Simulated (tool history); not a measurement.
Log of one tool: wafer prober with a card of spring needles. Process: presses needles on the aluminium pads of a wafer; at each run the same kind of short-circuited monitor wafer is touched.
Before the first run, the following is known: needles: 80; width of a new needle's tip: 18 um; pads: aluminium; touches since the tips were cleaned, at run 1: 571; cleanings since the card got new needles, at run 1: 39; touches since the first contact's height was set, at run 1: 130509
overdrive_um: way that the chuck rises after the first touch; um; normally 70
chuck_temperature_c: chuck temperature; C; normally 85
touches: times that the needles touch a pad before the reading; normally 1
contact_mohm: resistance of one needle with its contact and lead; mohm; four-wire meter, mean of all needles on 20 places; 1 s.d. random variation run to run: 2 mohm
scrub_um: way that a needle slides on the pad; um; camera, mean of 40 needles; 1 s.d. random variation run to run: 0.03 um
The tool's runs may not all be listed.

| run | day | overdrive_um | chuck_temperature_c | touches | touches since the tips were cleaned | cleanings since the card got new needles | touches since the first contact's height was set | contact_mohm | scrub_um |
|---|---|---|---|---|---|---|---|---|---|
| 1 | 0.000 | 70 | 85 | 1 | 571 | 39 | 130509 | 217 | 12.09 |
|  | 0.192 | tips cleaned on abrasive film |
| 2 | 0.283 | 62 | 85 | 1 | 1320 | 40 | 134568 | 224 | 10.71 |
|  | 0.412 | tips cleaned on abrasive film |
| 3 | 0.575 | 62 | 85 | 1 | 2355 | 41 | 138696 | 219 | 10.70 |
|  | 0.633 | tips cleaned on abrasive film |
|  | 0.858 | tips cleaned on abrasive film |
| 4 | 0.992 | 70 | 85 | 1 | 1960 | 43 | 144615 | 219 | 12.09 |
|  | 1.038 | height of the first contact set anew |
|  | 1.079 | tips cleaned on abrasive film |
| 5 | 1.250 | 70 | 85 | 1 | 2456 | 44 | 2998 | 215 | 12.11 |
|  | 1.288 | tips cleaned on abrasive film |
|  | 1.525 | tips cleaned on abrasive film |
| 6 | 1.675 | 70 | 85 | 1 | 2157 | 46 | 9018 | 215 | 12.10 |
|  | 1.733 | tips cleaned on abrasive film |
|  | 1.954 | tips cleaned on abrasive film |
| 7 | 2.042 | 70 | 85 | 1 | 1278 | 48 | 14225 | 216 | 12.12 |
|  | 2.171 | tips cleaned on abrasive film |
|  | 2.371 | tips cleaned on abrasive film |
| 8 | 2.425 | 70 | 85 | 1 | 783 | 50 | 19628 | 220 | 12.09 |
|  | 2.592 | tips cleaned on abrasive film |
| 9 | 2.646 | 70 | 117 | 1 | 763 | 51 | 22772 | 227 | 11.99 |
|  | 2.800 | tips cleaned on abrasive film |
|  | 3.008 | tips cleaned on abrasive film |
| 10 | 3.008 | 76 | 85 | 1 | 0 | 53 | 27890 | 217 | 13.08 |
|  | 3.221 | tips cleaned on abrasive film |
| 11 | 3.300 | 70 | 117 | 1 | 1164 | 54 | 32061 | 224 | 12.03 |
|  | 3.429 | tips cleaned on abrasive film |
|  | 3.638 | tips cleaned on abrasive film |
| 12 | 3.650 | 70 | 117 | 1 | 187 | 56 | 36972 | 224 | 12.09 |
|  | 3.838 | tips cleaned on abrasive film |
|  | 4.042 | tips cleaned on abrasive film |
| 13 | 4.054 | 70 | 117 | 1 | 133 | 58 | 42690 | 226 | 12.03 |
| 14 | 4.225 | 70 | 117 | 1 | 2639 | 58 | 45196 | 224 | 12.03 |
|  | 4.258 | tips cleaned on abrasive film |
| 15 | 4.412 | 70 | 85 | 1 | 2224 | 59 | 47834 | 218 | 12.02 |
|  | 4.462 | tips cleaned on abrasive film |
| 16 | 4.612 | 70 | 85 | 1 | 2181 | 60 | 50676 | 216 | 12.02 |
|  | 4.675 | tips cleaned on abrasive film |
|  | 4.896 | tips cleaned on abrasive film |
| 17 | 4.929 | 70 | 85 | 1 | 498 | 62 | 55149 | 218 | 11.98 |
|  | 5.104 | tips cleaned on abrasive film |
|  | 5.312 | tips cleaned on abrasive film |
| 18 | 5.312 | 84 | 85 | 1 | 0 | 64 | 60530 | 211 | 14.40 |
|  | 5.525 | tips cleaned on abrasive film |
| 19 | 5.592 | 74 | 36 | 1 | 964 | 65 | 64507 | 205 | 12.71 |
|  | 5.733 | tips cleaned on abrasive film |
| 20 | 5.833 | 74 | 36 | 1 | 1422 | 66 | 67945 | 201 | 12.64 |
|  | 5.946 | tips cleaned on abrasive film |
|  | 6.150 | tips cleaned on abrasive film |
| 21 | 6.225 | 74 | 36 | 1 | 1114 | 68 | 73527 | 202 | 12.67 |
|  | 6.358 | tips cleaned on abrasive film |
|  | 6.579 | tips cleaned on abrasive film |
| 22 | 6.621 | 59 | 36 | 2 | 641 | 70 | 79132 | 207 | 10.08 |
|  | 6.804 | tips cleaned on abrasive film |
| 23 | 6.988 | 53 | 26 | 3 | 2700 | 71 | 84381 | 213 | 9.04 |
|  | 7.017 | tips cleaned on abrasive film |
|  | 7.221 | tips cleaned on abrasive film |
| 24 | 7.350 | 78 | 85 | 1 | 1815 | 73 | 89453 | 212 | 13.35 |
|  | 7.438 | tips cleaned on abrasive film |
| 25 | 7.558 | 78 | 60 | 1 | 1769 | 74 | 92462 | 205 | 13.30 |
|  | 7.667 | tips cleaned on abrasive film |
|  | 7.871 | tips cleaned on abrasive film |
| 26 | 7.900 | 64 | 89 | 1 | 429 | 76 | 97276 | 221 | 10.91 |
|  | 8.088 | tips cleaned on abrasive film |
|  | 8.292 | tips cleaned on abrasive film |
| 27 | 8.304 | 64 | 89 | 1 | 225 | 78 | 102998 | 222 | 10.96 |
|  | 8.504 | tips cleaned on abrasive film |
| 28 | 8.504 | 64 | 89 | 1 | 18 | 79 | 105815 | 223 | 10.95 |
|  | 8.712 | tips cleaned on abrasive film |
| 29 | 8.733 | 72 | 45 | 2 | 350 | 80 | 109090 | 203 | 12.32 |

Alternative continuations, all from the tool just after run 29; predict every row:
|  | 8.917 | tips cleaned on abrasive film |
|  | 9.129 | tips cleaned on abrasive film |
| A | 9.150 | 57 | 31 | 1 | 333 | 82 | 115000 | ? | ? |
|  | 8.917 | tips cleaned on abrasive film |
|  | 9.129 | tips cleaned on abrasive film |
| B | 9.150 | 70 | 49 | 1 | 333 | 82 | 115000 | ? | ? |
|  | 8.917 | tips cleaned on abrasive film |
|  | 9.129 | tips cleaned on abrasive film |
| C | 9.150 | 58 | 116 | 2 | 333 | 82 | 115000 | ? | ? |

| run | contact_mohm | scrub_um |
|---|---|---|
| A | 211 | 9.76 |
| B | 204 | 11.94 |
| C | 234 | 9.90 |
With the hidden condition removed and each run's random variation left untouched, the same runs would have given:
| run | contact_mohm | scrub_um |
|---|---|---|
| A | 211 | 9.88 |
| B | 204 | 12.08 |
| C | 233 | 10.01 |
